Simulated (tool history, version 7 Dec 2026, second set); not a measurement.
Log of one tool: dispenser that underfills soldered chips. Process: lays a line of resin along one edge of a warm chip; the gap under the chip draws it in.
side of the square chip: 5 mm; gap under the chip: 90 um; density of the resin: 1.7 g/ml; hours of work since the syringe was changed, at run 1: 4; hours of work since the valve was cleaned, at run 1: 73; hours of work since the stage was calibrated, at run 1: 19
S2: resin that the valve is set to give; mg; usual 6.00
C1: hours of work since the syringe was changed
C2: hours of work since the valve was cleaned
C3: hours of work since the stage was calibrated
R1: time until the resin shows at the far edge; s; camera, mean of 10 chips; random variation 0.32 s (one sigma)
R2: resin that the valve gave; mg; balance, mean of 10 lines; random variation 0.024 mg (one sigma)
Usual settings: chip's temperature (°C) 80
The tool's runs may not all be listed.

{"run": 1, "hour": 0.0, "chip's temperature (°C)": 80, "S2": 6.0, "C1": 4, "C2": 73, "C3": 19, "R1": 14.5, "R2": 5.75}
{"run": 2, "hour": 6.5, "chip's temperature (°C)": 74, "S2": 6.0, "C1": 9, "C2": 78, "C3": 24, "R1": 27.9, "R2": 5.73}
{"hour": 9.1, "done": "new syringe of resin"}
{"run": 3, "hour": 13.5, "chip's temperature (°C)": 74, "S2": 6.0, "C1": 3, "C2": 83, "C3": 29, "R1": 18.2, "R2": 5.73}
{"run": 4, "hour": 21.3, "chip's temperature (°C)": 86, "S2": 6.0, "C1": 9, "C2": 89, "C3": 35, "R1": 16.8, "R2": 5.7}
{"hour": 23.3, "done": "new syringe of resin"}
{"run": 5, "hour": 25.9, "chip's temperature (°C)": 86, "S2": 6.0, "C1": 2, "C2": 92, "C3": 38, "R1": 10.5, "R2": 5.7}
{"run": 6, "hour": 30.4, "chip's temperature (°C)": 86, "S2": 6.0, "C1": 5, "C2": 96, "C3": 42, "R1": 12.6, "R2": 5.68}
{"run": 7, "hour": 35.4, "chip's temperature (°C)": 86, "S2": 6.0, "C1": 9, "C2": 99, "C3": 45, "R1": 17.5, "R2": 5.71}
{"hour": 37.6, "done": "new syringe of resin"}
{"run": 8, "hour": 39.2, "chip's temperature (°C)": 86, "S2": 6.0, "C1": 1, "C2": 102, "C3": 48, "R1": 10.1, "R2": 5.67}
{"run": 9, "hour": 44.6, "chip's temperature (°C)": 79, "S2": 5.74, "C1": 5, "C2": 106, "C3": 52, "R1": 17.0, "R2": 5.4}
{"hour": 51.9, "done": "new syringe of resin"}
{"run": 10, "hour": 52.1, "chip's temperature (°C)": 82, "S2": 5.16, "C1": 0, "C2": 111, "C3": 57, "R1": 10.7, "R2": 4.86}
{"hour": 54.7, "done": "dispensing valve cleaned and set on the balance"}
{"run": 11, "hour": 58.8, "chip's temperature (°C)": 70, "S2": 5.18, "C1": 4, "C2": 3, "C3": 62, "R1": 26.6, "R2": 5.15}

5 ways to go on from here, each from the tool as it stands after run 11. What would each give?
{"run": "A", "hour": 63.8, "chip's temperature (°C)": 91, "S2": 7.3, "C1": 8, "C2": 7, "C3": 65, "R1": "?", "R2": "?"}
{"run": "B", "hour": 63.8, "chip's temperature (°C)": 80, "S2": 5.18, "C1": 8, "C2": 7, "C3": 65, "R1": "?", "R2": "?"}
{"run": "C", "hour": 63.8, "chip's temperature (°C)": 68, "S2": 6.12, "C1": 8, "C2": 7, "C3": 65, "R1": "?", "R2": "?"}
{"run": "D", "hour": 63.8, "chip's temperature (°C)": 94, "S2": 5.51, "C1": 8, "C2": 7, "C3": 65, "R1": "?", "R2": "?"}
{"run": "E", "hour": 63.8, "chip's temperature (°C)": 65, "S2": 5.27, "C1": 8, "C2": 7, "C3": 65, "R1": "?", "R2": "?"}

run=A R1=13.1 R2=7.30
run=B R1=21.7 R2=5.17
run=C R1=35.2 R2=6.13
run=D R1=11.6 R2=5.50
run=E R1=42.4 R2=5.27
Without the tool's hidden state the same runs would have given:
run=A R1=7.3 R2=7.31
run=B R1=11.9 R2=5.18
run=C R1=19.1 R2=6.14
run=D R1=6.2 R2=5.50
run=E R1=22.9 R2=5.28

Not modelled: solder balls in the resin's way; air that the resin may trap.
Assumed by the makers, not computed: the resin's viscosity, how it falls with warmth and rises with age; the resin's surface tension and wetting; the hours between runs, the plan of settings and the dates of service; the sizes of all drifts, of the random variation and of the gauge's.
